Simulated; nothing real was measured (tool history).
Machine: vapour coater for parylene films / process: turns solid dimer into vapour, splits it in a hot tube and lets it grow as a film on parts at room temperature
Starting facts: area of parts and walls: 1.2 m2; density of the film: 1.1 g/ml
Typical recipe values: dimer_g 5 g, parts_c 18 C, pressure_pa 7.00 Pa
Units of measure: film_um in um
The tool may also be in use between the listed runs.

{"run": 1, "hour": 0.0, "dimer_g": 5, "parts_c": 18, "pressure_pa": 7.0, "film_um": 2.835}
{"run": 2, "hour": 22.6, "dimer_g": 5, "parts_c": 18, "pressure_pa": 7.0, "film_um": 2.831}
{"run": 3, "hour": 39.6, "dimer_g": 2, "parts_c": 18, "pressure_pa": 7.0, "film_um": 1.131}
{"run": 4, "hour": 53.8, "dimer_g": 2, "parts_c": 18, "pressure_pa": 7.0, "film_um": 1.14}
{"run": 5, "hour": 74.1, "dimer_g": 2, "parts_c": 18, "pressure_pa": 7.0, "film_um": 1.136}
{"run": 6, "hour": 97.6, "dimer_g": 2, "parts_c": 26, "pressure_pa": 7.0, "film_um": 0.77}
{"run": 7, "hour": 117.1, "dimer_g": 2, "parts_c": 26, "pressure_pa": 7.0, "film_um": 0.772}
{"run": 8, "hour": 132.6, "dimer_g": 5, "parts_c": 23, "pressure_pa": 7.0, "film_um": 2.216}
{"run": 9, "hour": 152.9, "dimer_g": 5, "parts_c": 23, "pressure_pa": 7.0, "film_um": 2.22}
{"run": 10, "hour": 174.0, "dimer_g": 5, "parts_c": 23, "pressure_pa": 7.0, "film_um": 2.215}
{"run": 11, "hour": 185.5, "dimer_g": 5, "parts_c": 23, "pressure_pa": 7.0, "film_um": 2.222}
{"run": 12, "hour": 201.2, "dimer_g": 5, "parts_c": 23, "pressure_pa": 7.0, "film_um": 2.223}
{"run": 13, "hour": 213.2, "dimer_g": 5, "parts_c": 26, "pressure_pa": 7.0, "film_um": 1.924}
{"run": 14, "hour": 223.9, "dimer_g": 5, "parts_c": 18, "pressure_pa": 7.0, "film_um": 2.812}
{"run": 15, "hour": 237.7, "dimer_g": 5, "parts_c": 18, "pressure_pa": 3.34, "film_um": 3.29}
{"run": 16, "hour": 248.4, "dimer_g": 5, "parts_c": 18, "pressure_pa": 7.0, "film_um": 2.827}
{"run": 17, "hour": 271.7, "dimer_g": 5, "parts_c": 18, "pressure_pa": 7.0, "film_um": 2.821}
{"run": 18, "hour": 285.3, "dimer_g": 5, "parts_c": 18, "pressure_pa": 2.1, "film_um": 3.589}
{"run": 19, "hour": 308.7, "dimer_g": 2, "parts_c": 18, "pressure_pa": 7.0, "film_um": 1.13}
{"run": 20, "hour": 329.7, "dimer_g": 2, "parts_c": 18, "pressure_pa": 7.0, "film_um": 1.131}
{"run": 21, "hour": 342.1, "dimer_g": 5, "parts_c": 18, "pressure_pa": 7.0, "film_um": 2.814}
{"run": 22, "hour": 363.1, "dimer_g": 5, "parts_c": 12, "pressure_pa": 7.0, "film_um": 3.575}
{"run": 23, "hour": 379.8, "dimer_g": 5, "parts_c": 12, "pressure_pa": 7.0, "film_um": 3.579}
{"run": 24, "hour": 390.4, "dimer_g": 5, "parts_c": 12, "pressure_pa": 7.0, "film_um": 3.563}
{"run": 25, "hour": 410.5, "dimer_g": 5, "parts_c": 12, "pressure_pa": 7.0, "film_um": 3.557}
{"run": 26, "hour": 423.5, "dimer_g": 3, "parts_c": 17, "pressure_pa": 7.0, "film_um": 1.775}
{"run": 27, "hour": 442.4, "dimer_g": 3, "parts_c": 15, "pressure_pa": 7.0, "film_um": 1.943}
{"run": 28, "hour": 464.1, "dimer_g": 7, "parts_c": 20, "pressure_pa": 2.61, "film_um": 4.394}
{"run": 29, "hour": 474.1, "dimer_g": 2, "parts_c": 14, "pressure_pa": 4.08, "film_um": 1.415}
{"run": 30, "hour": 489.4, "dimer_g": 4, "parts_c": 21, "pressure_pa": 2.79, "film_um": 2.367}
{"run": 31, "hour": 501.4, "dimer_g": 4, "parts_c": 21, "pressure_pa": 2.79, "film_um": 2.364}
{"run": 32, "hour": 520.5, "dimer_g": 3, "parts_c": 17, "pressure_pa": 3.17, "film_um": 2.098}
{"run": 33, "hour": 531.1, "dimer_g": 3, "parts_c": 18, "pressure_pa": 4.47, "film_um": 1.855}
{"run": 34, "hour": 550.0, "dimer_g": 5, "parts_c": 14, "pressure_pa": 9.15, "film_um": 3.21}
{"run": 35, "hour": 574.6, "dimer_g": 5, "parts_c": 12, "pressure_pa": 7.0, "film_um": 3.52}
{"run": 36, "hour": 592.3, "dimer_g": 4, "parts_c": 24, "pressure_pa": 3.69, "film_um": 1.928}
{"run": 37, "hour": 608.8, "dimer_g": 5, "parts_c": 26, "pressure_pa": 7.65, "film_um": 1.872}
{"run": 38, "hour": 631.7, "dimer_g": 4, "parts_c": 18, "pressure_pa": 8.34, "film_um": 2.0}
{"run": 39, "hour": 643.6, "dimer_g": 6, "parts_c": 20, "pressure_pa": 7.0, "film_um": 2.846}
{"run": 40, "hour": 663.2, "dimer_g": 6, "parts_c": 20, "pressure_pa": 7.0, "film_um": 2.835}
{"run": 41, "hour": 686.9, "dimer_g": 6, "parts_c": 10, "pressure_pa": 7.0, "film_um": 4.178}
{"run": 42, "hour": 706.0, "dimer_g": 6, "parts_c": 10, "pressure_pa": 7.0, "film_um": 4.18}
{"run": 43, "hour": 725.5, "dimer_g": 6, "parts_c": 10, "pressure_pa": 7.0, "film_um": 4.187}
{"run": 44, "hour": 743.2, "dimer_g": 7, "parts_c": 23, "pressure_pa": 7.0, "film_um": 2.866}
{"run": 45, "hour": 760.2, "dimer_g": 3, "parts_c": 12, "pressure_pa": 2.44, "film_um": 2.083}
{"run": 46, "hour": 781.4, "dimer_g": 3, "parts_c": 12, "pressure_pa": 2.44, "film_um": 2.228}

Not shown here: 2 entries made in the log between runs. Locate each between two listed runs and compare the hidden state at the listed run before it with the hidden state at the listed run after it:
Run 37 -> run 38: table's thermometer calibrated (hour 626.8)
  vapour lost through the trap's worn valve, %: 5.5 -> 5.7; true temperature of the parts over the reading, C: -1.4 -> 0.1
  difference, measured minus the result without the unlogged condition, film_um: +0.020 -> -0.130 um
Run 45 -> run 46: trap's valve overhauled (hour 769.3)
  vapour lost through the trap's worn valve, %: 6.5 -> 0.2; true temperature of the parts over the reading, C: -0.05 -> -0.07
  difference, measured minus the result without the unlogged condition, film_um: -0.145 -> -0.006 um
